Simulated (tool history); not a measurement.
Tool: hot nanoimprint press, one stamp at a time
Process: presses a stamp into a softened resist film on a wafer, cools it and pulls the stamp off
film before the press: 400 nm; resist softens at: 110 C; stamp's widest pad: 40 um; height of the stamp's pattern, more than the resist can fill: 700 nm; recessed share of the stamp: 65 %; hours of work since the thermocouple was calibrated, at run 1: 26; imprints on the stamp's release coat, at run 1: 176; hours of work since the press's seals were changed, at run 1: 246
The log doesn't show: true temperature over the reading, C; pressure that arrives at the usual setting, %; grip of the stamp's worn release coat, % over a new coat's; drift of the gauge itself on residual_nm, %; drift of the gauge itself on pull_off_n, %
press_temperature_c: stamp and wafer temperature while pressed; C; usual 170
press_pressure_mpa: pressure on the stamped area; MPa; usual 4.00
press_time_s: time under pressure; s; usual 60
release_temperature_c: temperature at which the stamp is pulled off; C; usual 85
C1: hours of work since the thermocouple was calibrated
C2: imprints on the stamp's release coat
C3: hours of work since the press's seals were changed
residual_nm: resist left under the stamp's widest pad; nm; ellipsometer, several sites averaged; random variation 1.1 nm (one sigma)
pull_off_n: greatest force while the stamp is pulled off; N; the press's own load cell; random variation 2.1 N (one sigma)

Run 1, day 0.000: usual settings; C1 26; C2 176; C3 246. Result: residual_nm 203.7 nm, pull_off_n 94 N.
Run 2, day 0.367: usual settings; C1 33; C2 222; C3 253. Result: residual_nm 204.1 nm, pull_off_n 97 N.
Run 3, day 1.058: usual settings; C1 45; C2 307; C3 266. Result: residual_nm 202.2 nm, pull_off_n 103 N.
Run 4, day 1.654: usual settings; C1 56; C2 380; C3 276. Result: residual_nm 202.7 nm, pull_off_n 101 N.
Run 5, day 2.208: usual settings but press_time_s 51 s; C1 66; C2 448; C3 287. Result: residual_nm 215.7 nm, pull_off_n 104 N.
Run 6, day 3.021: usual settings but press_temperature_c 181 C; C1 81; C2 549; C3 301. Result: residual_nm 135.6 nm, pull_off_n 105 N.
Run 7, day 3.458: usual settings but press_temperature_c 181 C; C1 89; C2 603; C3 309. Result: residual_nm 135.7 nm, pull_off_n 105 N.
Run 8, day 3.867: usual settings; C1 97; C2 653; C3 317. Result: residual_nm 204.0 nm, pull_off_n 107 N.
Run 9, day 4.396: usual settings; C1 106; C2 718; C3 326. Result: residual_nm 204.2 nm, pull_off_n 110 N.
Run 10, day 4.762: usual settings; C1 113; C2 764; C3 333. Result: residual_nm 201.7 nm, pull_off_n 111 N.
Run 11, day 5.150: usual settings but press_temperature_c 161 C; C1 120; C2 811; C3 340. Result: residual_nm 274.2 nm, pull_off_n 111 N.
Run 12, day 5.971: usual settings but press_time_s 41 s; C1 135; C2 913; C3 355. Result: residual_nm 230.6 nm, pull_off_n 113 N.
Run 13, day 6.604: usual settings; C1 147; C2 991; C3 367. Result: residual_nm 201.2 nm, pull_off_n 112 N.
Run 14, day 6.996: usual settings; C1 154; C2 1039; C3 374. Result: residual_nm 203.0 nm, pull_off_n 120 N.
At day 7.171: plate thermocouple calibrated.
Run 15, day 7.738: usual settings; C1 10; C2 1115; C3 385. Result: residual_nm 199.2 nm, pull_off_n 119 N.
Run 16, day 8.583: usual settings; C1 26; C2 1219; C3 400. Result: residual_nm 201.1 nm, pull_off_n 117 N.
Run 17, day 9.271: usual settings; C1 38; C2 1304; C3 413. Result: residual_nm 200.5 nm, pull_off_n 118 N.
Run 18, day 10.021: usual settings but press_pressure_mpa 3.58 MPa, press_time_s 34 s; C1 52; C2 1396; C3 427. Result: residual_nm 249.9 nm, pull_off_n 123 N.

The next listed run, before its measurement:
Run 19, day 10.788: usual settings but press_temperature_c 172 C, press_pressure_mpa 2.95 MPa; C1 66; C2 1491; C3 441. Result: residual_nm ?, pull_off_n ?.

Run 19 gave residual_nm 209.9 nm, pull_off_n 127 N.
Without the tool's hidden state the same run would have given residual_nm 213.9 nm, pull_off_n 93 N.
